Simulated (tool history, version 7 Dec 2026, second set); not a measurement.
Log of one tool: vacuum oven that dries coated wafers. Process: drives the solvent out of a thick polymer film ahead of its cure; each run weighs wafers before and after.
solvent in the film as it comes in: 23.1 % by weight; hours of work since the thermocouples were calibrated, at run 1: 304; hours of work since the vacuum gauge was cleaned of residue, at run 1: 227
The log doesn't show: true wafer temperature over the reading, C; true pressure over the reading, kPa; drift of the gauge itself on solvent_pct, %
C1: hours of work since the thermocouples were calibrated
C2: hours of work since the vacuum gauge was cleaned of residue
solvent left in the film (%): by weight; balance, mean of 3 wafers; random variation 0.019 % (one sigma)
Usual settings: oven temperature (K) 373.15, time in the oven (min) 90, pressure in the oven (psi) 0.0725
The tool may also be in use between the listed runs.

Run 1, hour 0.0: usual settings; C1 304; C2 227. Result: solvent left in the film (%) 1.32.
Run 2, hour 11.2: usual settings; C1 312; C2 235. Result: solvent left in the film (%) 1.30.
Run 3, hour 22.4: usual settings; C1 320; C2 242. Result: solvent left in the film (%) 1.30.
Run 4, hour 27.6: usual settings; C1 323; C2 246. Result: solvent left in the film (%) 1.29.
Run 5, hour 32.9: usual settings; C1 327; C2 249. Result: solvent left in the film (%) 1.34.
Run 6, hour 42.3: usual settings; C1 333; C2 256. Result: solvent left in the film (%) 1.33.
Run 7, hour 54.1: usual settings but oven temperature (K) 386.15; C1 341; C2 264. Result: solvent left in the film (%) 0.38.
Run 8, hour 59.6: usual settings but oven temperature (K) 386.15; C1 345; C2 268. Result: solvent left in the film (%) 0.37.
Run 9, hour 67.4: usual settings but oven temperature (K) 386.15; C1 350; C2 273. Result: solvent left in the film (%) 0.38.
Run 10, hour 78.4: usual settings but oven temperature (K) 386.15, time in the oven (min) 153; C1 358; C2 281. Result: solvent left in the film (%) 0.28.
Run 11, hour 87.9: usual settings but oven temperature (K) 386.15, time in the oven (min) 153; C1 364; C2 287. Result: solvent left in the film (%) 0.27.
Run 12, hour 98.9: usual settings but oven temperature (K) 386.15, time in the oven (min) 153; C1 372; C2 295. Result: solvent left in the film (%) 0.25.
Run 13, hour 107.4: usual settings; C1 378; C2 300. Result: solvent left in the film (%) 1.33.
Run 14, hour 114.8: usual settings but oven temperature (K) 375.15, pressure in the oven (psi) 0.0377; C1 383; C2 305. Result: solvent left in the film (%) 0.95.
Run 15, hour 127.0: usual settings but pressure in the oven (psi) 0.1344; C1 391; C2 314. Result: solvent left in the film (%) 1.61.
Run 16, hour 138.9: usual settings but oven temperature (K) 359.15, time in the oven (min) 152, pressure in the oven (psi) 0.0902; C1 399; C2 322. Result: solvent left in the film (%) 1.98.
Run 17, hour 148.3: usual settings but oven temperature (K) 359.15, time in the oven (min) 152, pressure in the oven (psi) 0.0538; C1 406; C2 328. Result: solvent left in the film (%) 1.74.
Run 18, hour 159.2: usual settings but oven temperature (K) 359.15, time in the oven (min) 152, pressure in the oven (psi) 0.0538; C1 413; C2 336. Result: solvent left in the film (%) 1.74.
Run 19, hour 166.4: usual settings but time in the oven (min) 72, pressure in the oven (psi) 0.1681; C1 418; C2 341. Result: solvent left in the film (%) 2.52.
Run 20, hour 175.6: usual settings but oven temperature (K) 366.15, time in the oven (min) 96, pressure in the oven (psi) 0.1681; C1 424; C2 347. Result: solvent left in the film (%) 2.82.
Run 21, hour 187.6: usual settings but oven temperature (K) 386.15, time in the oven (min) 124, pressure in the oven (psi) 0.1681; C1 432; C2 355. Result: solvent left in the film (%) 0.59.
Run 22, hour 198.2: usual settings but oven temperature (K) 386.15, time in the oven (min) 124, pressure in the oven (psi) 0.1681; C1 440; C2 362. Result: solvent left in the film (%) 0.61.
Run 23, hour 204.5: usual settings but oven temperature (K) 374.15, time in the oven (min) 85, pressure in the oven (psi) 0.1769; C1 444; C2 367. Result: solvent left in the film (%) 1.88.
Run 24, hour 214.4: usual settings but oven temperature (K) 380.15, time in the oven (min) 85, pressure in the oven (psi) 0.2699; C1 451; C2 373. Result: solvent left in the film (%) 1.51.
Run 25, hour 225.4: usual settings but oven temperature (K) 380.15, time in the oven (min) 85, pressure in the oven (psi) 0.0506; C1 458; C2 381. Result: solvent left in the film (%) 0.73.
Run 26, hour 231.1: usual settings but oven temperature (K) 369.15, time in the oven (min) 63, pressure in the oven (psi) 0.2163; C1 462; C2 385. Result: solvent left in the film (%) 4.37.

5 ways to go on from here, each from the tool as it stands after run 26. What would each give?
Run A, hour 241.7: usual settings but oven temperature (K) 369.15, time in the oven (min) 106, pressure in the oven (psi) 0.2163; C1 469; C2 392. Result: solvent left in the film (%) ?.
Run B, hour 241.7: usual settings but oven temperature (K) 369.15, time in the oven (min) 46, pressure in the oven (psi) 0.0425; C1 469; C2 392. Result: solvent left in the film (%) ?.
Run C, hour 241.7: usual settings but oven temperature (K) 361.15, time in the oven (min) 126, pressure in the oven (psi) 0.2254; C1 469; C2 392. Result: solvent left in the film (%) ?.
Run D, hour 241.7: usual settings but oven temperature (K) 378.15, time in the oven (min) 57, pressure in the oven (psi) 0.0384; C1 469; C2 392. Result: solvent left in the film (%) ?.
Run E, hour 241.7: usual settings but oven temperature (K) 376.15, time in the oven (min) 76, pressure in the oven (psi) 0.1962; C1 469; C2 392. Result: solvent left in the film (%) ?.

run  solvent left in the film (%)
  A                          2.21
  B                          5.41
  C                          3.27
  D                          2.07
  E                          1.97
Without the tool's hidden state the same runs would have given:
run  solvent left in the film (%)
  A                          2.00
  B                          5.13
  C                          2.98
  D                          1.88
  E                          1.79

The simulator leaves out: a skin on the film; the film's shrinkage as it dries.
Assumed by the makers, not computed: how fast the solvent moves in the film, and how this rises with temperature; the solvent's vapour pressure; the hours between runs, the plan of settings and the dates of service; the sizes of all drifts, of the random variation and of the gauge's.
